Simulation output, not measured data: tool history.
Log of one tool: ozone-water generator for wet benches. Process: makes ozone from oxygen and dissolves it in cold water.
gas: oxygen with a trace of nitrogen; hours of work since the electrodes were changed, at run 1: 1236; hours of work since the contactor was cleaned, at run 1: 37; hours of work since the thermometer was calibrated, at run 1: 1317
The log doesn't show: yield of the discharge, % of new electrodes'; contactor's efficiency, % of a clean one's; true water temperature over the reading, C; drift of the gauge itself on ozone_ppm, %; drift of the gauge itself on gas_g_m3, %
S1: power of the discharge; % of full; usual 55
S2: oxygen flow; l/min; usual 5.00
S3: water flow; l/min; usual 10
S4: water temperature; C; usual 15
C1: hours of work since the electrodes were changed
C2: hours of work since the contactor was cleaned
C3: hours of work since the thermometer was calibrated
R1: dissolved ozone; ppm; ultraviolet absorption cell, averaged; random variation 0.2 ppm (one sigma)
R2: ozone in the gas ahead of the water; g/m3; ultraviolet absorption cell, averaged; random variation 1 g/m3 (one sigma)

Run 1, hour 0.0: usual settings; C1 1236; C2 37; C3 1317. Result: R1 27.8 ppm, R2 171.6 g/m3.
Run 2, hour 67.6: usual settings; C1 1293; C2 94; C3 1374. Result: R1 27.6 ppm, R2 173.0 g/m3.
Run 3, hour 128.5: usual settings but S3 6 l/min; C1 1344; C2 145; C3 1425. Result: R1 35.6 ppm, R2 170.6 g/m3.
Run 4, hour 161.1: usual settings but S4 23 C; C1 1372; C2 172; C3 1452. Result: R1 23.4 ppm, R2 172.0 g/m3.
Run 5, hour 237.0: usual settings but S4 23 C; C1 1436; C2 236; C3 1516. Result: R1 23.7 ppm, R2 171.7 g/m3.
Run 6, hour 302.8: usual settings but S4 23 C; C1 1491; C2 292; C3 1571. Result: R1 23.1 ppm, R2 171.8 g/m3.
Run 7, hour 365.5: usual settings but S4 23 C; C1 1544; C2 344; C3 1624. Result: R1 23.4 ppm, R2 170.8 g/m3.
Run 8, hour 413.6: usual settings but S3 9 l/min, S4 23 C; C1 1584; C2 385; C3 1665. Result: R1 24.3 ppm, R2 171.5 g/m3.
Run 9, hour 487.4: usual settings but S3 11 l/min, S4 23 C; C1 1646; C2 447; C3 1727. Result: R1 22.1 ppm, R2 171.0 g/m3.
Run 10, hour 566.4: usual settings but S4 8 C; C1 1712; C2 513; C3 1793. Result: R1 30.6 ppm, R2 169.2 g/m3.
Run 11, hour 604.6: usual settings but S4 8 C; C1 1745; C2 545; C3 1825. Result: R1 30.4 ppm, R2 171.5 g/m3.
Run 12, hour 663.3: usual settings but S1 53 % of full; C1 1794; C2 595; C3 1874. Result: R1 26.6 ppm, R2 165.2 g/m3.
Run 13, hour 703.0: usual settings but S1 53 % of full; C1 1827; C2 628; C3 1908. Result: R1 26.0 ppm, R2 164.3 g/m3.
Run 14, hour 742.0: usual settings but S4 12 C; C1 1860; C2 661; C3 1941. Result: R1 28.4 ppm, R2 167.5 g/m3.
Run 15, hour 788.2: usual settings but S4 12 C; C1 1899; C2 700; C3 1979. Result: R1 28.1 ppm, R2 169.5 g/m3.
Run 16, hour 853.2: usual settings but S4 11 C; C1 1954; C2 754; C3 2034. Result: R1 28.5 ppm, R2 167.5 g/m3.
Run 17, hour 888.8: usual settings but S4 11 C; C1 1983; C2 784; C3 2064. Result: R1 28.7 ppm, R2 166.8 g/m3.
Run 18, hour 945.0: usual settings but S4 11 C; C1 2031; C2 831; C3 2111. Result: R1 28.8 ppm, R2 167.0 g/m3.
Run 19, hour 992.8: usual settings but S1 58 % of full, S2 3.90 l/min, S4 11 C; C1 2071; C2 872; C3 2151. Result: R1 29.7 ppm, R2 198.2 g/m3.
Run 20, hour 1029.1: usual settings but S1 43 % of full, S2 5.64 l/min, S4 11 C; C1 2101; C2 902; C3 2182. Result: R1 23.2 ppm, R2 129.2 g/m3.
Run 21, hour 1104.5: usual settings but S1 70 % of full, S2 7.01 l/min, S3 9 l/min, S4 17 C; C1 2165; C2 965; C3 2245. Result: R1 31.1 ppm, R2 174.6 g/m3.
Run 22, hour 1139.0: usual settings but S1 70 % of full, S2 7.01 l/min, S3 9 l/min, S4 17 C; C1 2194; C2 994; C3 2274. Result: R1 31.2 ppm, R2 174.1 g/m3.
At hour 1145.6: water thermometer calibrated.
Run 23, hour 1214.9: usual settings but S2 3.11 l/min; C1 2257; C2 1058; C3 58. Result: R1 26.3 ppm, R2 209.3 g/m3.

The next listed run, before its measurement:
Run 24, hour 1273.5: usual settings but S2 7.62 l/min, S3 9 l/min, S4 19 C; C1 2306; C2 1107; C3 107. Result: R1 ?, R2 ?.

R1: 24.1 ppm
R2: 136.0 g/m3
Without the tool's hidden state the same run would have given R1 27.0 ppm, R2 146.1 g/m3.

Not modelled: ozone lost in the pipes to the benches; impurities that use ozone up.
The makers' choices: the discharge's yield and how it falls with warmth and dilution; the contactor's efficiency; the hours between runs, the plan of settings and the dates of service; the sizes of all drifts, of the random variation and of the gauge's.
